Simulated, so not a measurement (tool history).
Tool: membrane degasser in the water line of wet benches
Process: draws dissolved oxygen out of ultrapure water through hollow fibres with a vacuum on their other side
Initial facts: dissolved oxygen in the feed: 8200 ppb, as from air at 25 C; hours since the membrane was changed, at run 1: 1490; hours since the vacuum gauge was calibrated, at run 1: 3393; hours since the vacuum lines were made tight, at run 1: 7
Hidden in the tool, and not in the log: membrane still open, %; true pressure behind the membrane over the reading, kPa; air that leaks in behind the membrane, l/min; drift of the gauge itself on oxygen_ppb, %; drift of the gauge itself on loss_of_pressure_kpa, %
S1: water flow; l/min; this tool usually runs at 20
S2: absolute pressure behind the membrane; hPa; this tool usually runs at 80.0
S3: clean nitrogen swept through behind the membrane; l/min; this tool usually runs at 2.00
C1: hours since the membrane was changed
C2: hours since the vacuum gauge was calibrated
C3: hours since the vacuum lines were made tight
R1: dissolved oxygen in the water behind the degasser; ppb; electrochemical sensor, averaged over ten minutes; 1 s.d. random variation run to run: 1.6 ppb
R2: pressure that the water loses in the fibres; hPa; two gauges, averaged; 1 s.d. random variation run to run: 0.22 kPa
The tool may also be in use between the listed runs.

{"run": 1, "hour": 0.0, "S1": 20, "S2": 80.0, "S3": 2.0, "C1": 1490, "C2": 3393, "C3": 7, "R1": 168.1, "R2": 524.2}
{"run": 2, "hour": 34.1, "S1": 20, "S2": 80.0, "S3": 2.0, "C1": 1524, "C2": 3427, "C3": 41, "R1": 172.0, "R2": 523.9}
{"run": 3, "hour": 78.8, "S1": 20, "S2": 80.0, "S3": 2.0, "C1": 1569, "C2": 3472, "C3": 86, "R1": 166.8, "R2": 524.1}
{"run": 4, "hour": 102.0, "S1": 20, "S2": 80.0, "S3": 1.6, "C1": 1592, "C2": 3495, "C3": 109, "R1": 197.8, "R2": 525.9}
{"run": 5, "hour": 132.4, "S1": 20, "S2": 80.0, "S3": 2.0, "C1": 1622, "C2": 3526, "C3": 139, "R1": 169.2, "R2": 525.4}
{"run": 6, "hour": 173.3, "S1": 20, "S2": 80.0, "S3": 2.0, "C1": 1663, "C2": 3567, "C3": 180, "R1": 168.8, "R2": 525.5}
{"run": 7, "hour": 197.0, "S1": 20, "S2": 80.0, "S3": 4.78, "C1": 1687, "C2": 3590, "C3": 204, "R1": 104.9, "R2": 523.6}
{"run": 8, "hour": 242.5, "S1": 20, "S2": 80.0, "S3": 4.78, "C1": 1732, "C2": 3636, "C3": 250, "R1": 103.8, "R2": 530.3}
{"run": 9, "hour": 274.0, "S1": 20, "S2": 80.0, "S3": 4.78, "C1": 1764, "C2": 3667, "C3": 281, "R1": 103.7, "R2": 530.4}
{"run": 10, "hour": 312.5, "S1": 20, "S2": 80.0, "S3": 4.78, "C1": 1802, "C2": 3706, "C3": 320, "R1": 104.1, "R2": 523.5}
{"run": 11, "hour": 353.6, "S1": 20, "S2": 80.0, "S3": 4.78, "C1": 1843, "C2": 3747, "C3": 361, "R1": 105.0, "R2": 526.6}
{"run": 12, "hour": 392.0, "S1": 16, "S2": 93.0, "S3": 1.9, "C1": 1882, "C2": 3785, "C3": 399, "R1": 146.0, "R2": 424.1}
{"run": 13, "hour": 437.3, "S1": 16, "S2": 166.0, "S3": 2.07, "C1": 1927, "C2": 3831, "C3": 444, "R1": 267.9, "R2": 422.7}
{"run": 14, "hour": 492.4, "S1": 16, "S2": 166.0, "S3": 2.07, "C1": 1982, "C2": 3886, "C3": 499, "R1": 261.5, "R2": 423.0}
{"run": 15, "hour": 520.7, "S1": 13, "S2": 166.0, "S3": 2.24, "C1": 2011, "C2": 3914, "C3": 528, "R1": 195.9, "R2": 341.9}
{"run": 16, "hour": 566.6, "S1": 13, "S2": 166.0, "S3": 2.24, "C1": 2057, "C2": 3960, "C3": 574, "R1": 196.8, "R2": 344.8}
{"run": 17, "hour": 618.1, "S1": 13, "S2": 166.0, "S3": 2.24, "C1": 2108, "C2": 4011, "C3": 625, "R1": 197.8, "R2": 342.7}
{"run": 18, "hour": 658.8, "S1": 17, "S2": 94.3, "S3": 1.04, "C1": 2149, "C2": 4052, "C3": 666, "R1": 263.5, "R2": 449.3}
{"run": 19, "hour": 696.2, "S1": 19, "S2": 68.2, "S3": 5.99, "C1": 2186, "C2": 4089, "C3": 703, "R1": 74.5, "R2": 504.6}

Below are 3 alternative next runs, each starting from the tool's condition after run 19. Predict each:
{"run": "A", "hour": 750.2, "S1": 13, "S2": 79.9, "S3": 2.0, "C1": 2240, "C2": 4143, "C3": 757, "R1": "?", "R2": "?"}
{"run": "B", "hour": 750.2, "S1": 30, "S2": 197.7, "S3": 5.99, "C1": 2240, "C2": 4143, "C3": 757, "R1": "?", "R2": "?"}
{"run": "C", "hour": 750.2, "S1": 14, "S2": 68.2, "S3": 5.99, "C1": 2240, "C2": 4143, "C3": 757, "R1": "?", "R2": "?"}

run=A R1=86.7 R2=344.2
run=B R1=409.9 R2=788.4
run=C R1=33.7 R2=371.7
Stripped of hidden state, with their random variation kept, the same runs would have yielded:
run=A R1=80.0 R2=334.5
run=B R1=385.1 R2=766.2
run=C R1=29.8 R2=361.3
